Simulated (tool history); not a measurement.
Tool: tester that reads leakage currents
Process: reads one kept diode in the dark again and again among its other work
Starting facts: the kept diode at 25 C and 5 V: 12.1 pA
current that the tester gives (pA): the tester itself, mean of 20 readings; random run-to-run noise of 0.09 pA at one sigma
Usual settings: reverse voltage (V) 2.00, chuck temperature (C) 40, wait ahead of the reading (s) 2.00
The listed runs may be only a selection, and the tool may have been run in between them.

| run | hour | reverse voltage (V) | chuck temperature (C) | wait ahead of the reading (s) | current that the tester gives (pA) |
|---|---|---|---|---|---|
| 1 | 0.0 | 2.00 | 40 | 2.00 | 28.74 |
| 2 | 44.8 | 2.00 | 32 | 2.00 | 17.15 |
| 3 | 78.2 | 2.00 | 32 | 2.00 | 17.22 |
| 4 | 117.6 | 12.60 | 40 | 2.00 | 80.85 |
| 5 | 176.6 | 2.00 | 40 | 2.00 | 29.10 |
| 6 | 229.1 | 2.00 | 40 | 2.00 | 29.25 |
| 7 | 267.7 | 2.00 | 40 | 2.00 | 29.38 |
| 8 | 326.1 | 2.00 | 40 | 2.00 | 29.49 |
| 9 | 367.2 | 2.00 | 25 | 2.00 | 11.62 |
| 10 | 430.6 | 7.86 | 25 | 2.00 | 28.77 |
| 11 | 467.9 | 7.86 | 56 | 2.00 | 166.12 |
| 12 | 512.8 | 7.86 | 56 | 2.00 | 166.64 |
| 13 | 539.4 | 7.86 | 56 | 2.00 | 168.13 |
| 14 | 571.9 | 7.86 | 56 | 2.00 | 167.54 |
|  | 579.7 | chuck's temperature calibrated |
| 15 | 608.6 | 4.28 | 56 | 2.00 | 113.69 |
| 16 | 652.3 | 4.28 | 56 | 2.00 | 114.34 |
| 17 | 715.0 | 4.28 | 56 | 2.00 | 114.85 |
| 18 | 767.4 | 4.28 | 56 | 2.00 | 115.26 |
| 19 | 794.0 | 2.00 | 40 | 2.00 | 28.19 |
| 20 | 856.1 | 2.00 | 40 | 2.00 | 28.39 |
|  | 860.7 | tester calibrated |
| 21 | 902.6 | 1.24 | 40 | 2.00 | 22.23 |
| 22 | 950.4 | 1.80 | 51 | 1.22 | 55.07 |
|  | 957.7 | tester calibrated, once more |
| 23 | 1006.5 | 1.80 | 27 | 0.45 | 12.72 |
|  | 1051.6 | probe card cleaned and baked |
| 24 | 1068.5 | 19.60 | 40 | 9.83 | 75.44 |
| 25 | 1123.7 | 19.60 | 40 | 9.83 | 76.26 |
| 26 | 1187.6 | 2.00 | 22 | 2.00 | 6.73 |
| 27 | 1223.3 | 14.03 | 55 | 2.65 | 183.81 |
| 28 | 1265.1 | 1.07 | 60 | 2.49 | 75.13 |
| 29 | 1302.8 | 1.07 | 60 | 2.49 | 75.16 |
| 30 | 1341.3 | 2.75 | 40 | 0.89 | 30.95 |
| 31 | 1369.6 | 2.75 | 40 | 0.89 | 30.77 |
| 32 | 1405.0 | 1.19 | 28 | 0.31 | 8.96 |
| 33 | 1432.5 | 2.73 | 36 | 0.41 | 23.93 |
| 34 | 1468.8 | 14.05 | 45 | 0.77 | 98.63 |
| 35 | 1517.4 | 14.05 | 45 | 0.77 | 99.45 |
| 36 | 1561.8 | 14.05 | 45 | 0.77 | 100.08 |
| 37 | 1591.1 | 5.34 | 51 | 0.46 | 93.12 |
| 38 | 1647.0 | 5.34 | 27 | 0.43 | 19.02 |
| 39 | 1697.0 | 5.34 | 27 | 0.43 | 19.20 |
| 40 | 1749.9 | 5.34 | 27 | 0.43 | 19.47 |

Forecast each of these 3 alternatives for the next run:
| A | 1796.8 | 8.54 | 38 | 1.70 | ? |
| B | 1796.8 | 13.61 | 23 | 0.43 | ? |
| C | 1796.8 | 3.59 | 56 | 3.24 | ? |

| run | current that the tester gives (pA) |
|---|---|
| A | 49.38 |
| B | 27.61 |
| C | 106.74 |
Without the tool's unlogged condition, the same runs would have read:
| run | current that the tester gives (pA) |
|---|---|
| A | 43.35 |
| B | 21.55 |
| C | 99.12 |
